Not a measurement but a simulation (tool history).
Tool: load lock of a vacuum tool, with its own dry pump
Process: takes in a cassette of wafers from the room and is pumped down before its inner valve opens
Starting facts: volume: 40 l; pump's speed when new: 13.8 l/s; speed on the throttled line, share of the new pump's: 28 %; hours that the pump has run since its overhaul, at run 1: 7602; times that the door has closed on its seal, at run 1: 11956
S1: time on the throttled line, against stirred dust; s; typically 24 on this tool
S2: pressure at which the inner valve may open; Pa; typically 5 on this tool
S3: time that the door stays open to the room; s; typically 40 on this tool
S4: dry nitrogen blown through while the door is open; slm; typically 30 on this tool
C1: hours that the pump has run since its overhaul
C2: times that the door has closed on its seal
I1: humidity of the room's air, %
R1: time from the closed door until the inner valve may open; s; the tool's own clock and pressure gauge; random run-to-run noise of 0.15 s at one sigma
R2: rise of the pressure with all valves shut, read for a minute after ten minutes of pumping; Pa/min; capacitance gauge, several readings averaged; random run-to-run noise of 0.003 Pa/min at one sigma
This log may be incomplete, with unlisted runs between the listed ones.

Run 1, hour 0.0: usual settings; C1 7602; C2 11956; I1 44.7. Result: R1 47.2 s, R2 0.060 Pa/min.
Run 2, hour 481.4: usual settings; C1 8084; C2 13497; I1 42.5. Result: R1 47.3 s, R2 0.063 Pa/min.
Run 3, hour 824.2: usual settings; C1 8426; C2 14596; I1 46.0. Result: R1 47.1 s, R2 0.073 Pa/min.
Run 4, hour 1314.9: usual settings; C1 8917; C2 16167; I1 44.1. Result: R1 47.3 s, R2 0.083 Pa/min.
Run 5, hour 1528.8: usual settings but S1 44 s; C1 9131; C2 16852; I1 46.2. Result: R1 61.4 s, R2 0.090 Pa/min.
Run 6, hour 1951.6: usual settings but S1 44 s; C1 9554; C2 18206; I1 49.8. Result: R1 61.6 s, R2 0.099 Pa/min.
Run 7, hour 2273.2: usual settings but S1 44 s; C1 9875; C2 19236; I1 43.5. Result: R1 61.4 s, R2 0.104 Pa/min.
Run 8, hour 2501.2: usual settings; C1 10103; C2 19966; I1 44.1. Result: R1 47.8 s, R2 0.108 Pa/min.
Run 9, hour 2704.9: usual settings; C1 10307; C2 20618; I1 46.9. Result: R1 47.9 s, R2 0.112 Pa/min.
Run 10, hour 3119.6: usual settings; C1 10722; C2 21946; I1 42.4. Result: R1 47.6 s, R2 0.120 Pa/min.
Run 11, hour 3533.6: usual settings; C1 11136; C2 23272; I1 46.2. Result: R1 48.0 s, R2 0.125 Pa/min.
Run 12, hour 3857.5: usual settings; C1 11460; C2 24309; I1 44.6. Result: R1 48.1 s, R2 0.136 Pa/min.
Run 13, hour 4176.8: usual settings; C1 11779; C2 25332; I1 46.4. Result: R1 47.9 s, R2 0.145 Pa/min.
Run 14, hour 4486.7: usual settings but S1 14 s; C1 12089; C2 26325; I1 45.5. Result: R1 41.0 s, R2 0.160 Pa/min.
Run 15, hour 4942.0: usual settings but S1 21 s, S2 6 Pa, S3 41 s, S4 9 slm; C1 12544; C2 27782; I1 41.9. Result: R1 45.5 s, R2 0.176 Pa/min.
Run 16, hour 5220.5: usual settings but S1 25 s; C1 12823; C2 28674; I1 45.7. Result: R1 48.6 s, R2 0.167 Pa/min.
Run 17, hour 5485.7: usual settings but S3 66 s; C1 13088; C2 29524; I1 45.3. Result: R1 48.3 s, R2 0.183 Pa/min.
Run 18, hour 5758.8: usual settings but S1 28 s, S2 8 Pa, S3 70 s, S4 4 slm; C1 13361; C2 30398; I1 46.2. Result: R1 49.3 s, R2 0.234 Pa/min.
Run 19, hour 5996.4: usual settings but S1 28 s, S2 8 Pa, S3 70 s, S4 4 slm; C1 13599; C2 31159; I1 42.2. Result: R1 49.5 s, R2 0.233 Pa/min.
Run 20, hour 6215.1: usual settings but S1 28 s, S2 8 Pa, S3 70 s, S4 4 slm; C1 13817; C2 31860; I1 44.1. Result: R1 49.5 s, R2 0.242 Pa/min.
Run 21, hour 6586.3: usual settings but S1 16 s, S2 8 Pa, S3 70 s, S4 22 slm; C1 14189; C2 33049; I1 43.5. Result: R1 41.4 s, R2 0.209 Pa/min.
Run 22, hour 7032.1: usual settings but S1 16 s, S2 8 Pa, S3 70 s, S4 22 slm; C1 14634; C2 34476; I1 48.1. Result: R1 41.2 s, R2 0.229 Pa/min.
Run 23, hour 7444.2: usual settings but S1 16 s, S2 8 Pa, S3 70 s, S4 22 slm; C1 15046; C2 35796; I1 47.5. Result: R1 41.4 s, R2 0.248 Pa/min.
Run 24, hour 7935.8: usual settings but S1 13 s, S2 8 Pa, S3 119 s, S4 5 slm; C1 15538; C2 37370; I1 41.9. Result: R1 39.3 s, R2 0.289 Pa/min.
Run 25, hour 8370.1: usual settings but S1 38 s, S2 4 Pa, S3 113 s, S4 6 slm; C1 15972; C2 38761; I1 46.6. Result: R1 59.0 s, R2 0.310 Pa/min.
Run 26, hour 8674.5: usual settings but S1 18 s, S4 23 slm; C1 16277; C2 39736; I1 45.4. Result: R1 44.7 s, R2 0.274 Pa/min.
Run 27, hour 9129.0: usual settings but S1 18 s, S4 23 slm; C1 16731; C2 41191; I1 43.6. Result: R1 44.4 s, R2 0.286 Pa/min.

Predict each of these 5 candidate next runs independently; none follows another, all start after run 27:
Run A, hour 9507.9: usual settings but S1 45 s, S3 225 s, S4 23 slm; C1 17110; C2 42405; I1 47.5. Result: R1 ?, R2 ?.
Run B, hour 9507.9: usual settings but S1 38 s, S2 4 Pa, S3 29 s, S4 23 slm; C1 17110; C2 42405; I1 43.1. Result: R1 ?, R2 ?.
Run C, hour 9507.9: usual settings but S1 46 s, S4 6 slm; C1 17110; C2 42405; I1 44.4. Result: R1 ?, R2 ?.
Run D, hour 9507.9: usual settings but S1 18 s, S3 235 s, S4 13 slm; C1 17110; C2 42405; I1 43.0. Result: R1 ?, R2 ?.
Run E, hour 9507.9: usual settings but S1 35 s, S3 90 s, S4 23 slm; C1 17110; C2 42405; I1 46.0. Result: R1 ?, R2 ?.

run    R1     R2
  A  63.3  0.332
  B  59.2  0.298
  C  64.0  0.324
  D  44.7  0.349
  E  56.3  0.312
With no hidden state in the tool, these same runs would have given:
run    R1     R2
  A  61.4  0.052
  B  56.8  0.017
  C  62.1  0.044
  D  41.9  0.068
  E  54.0  0.031
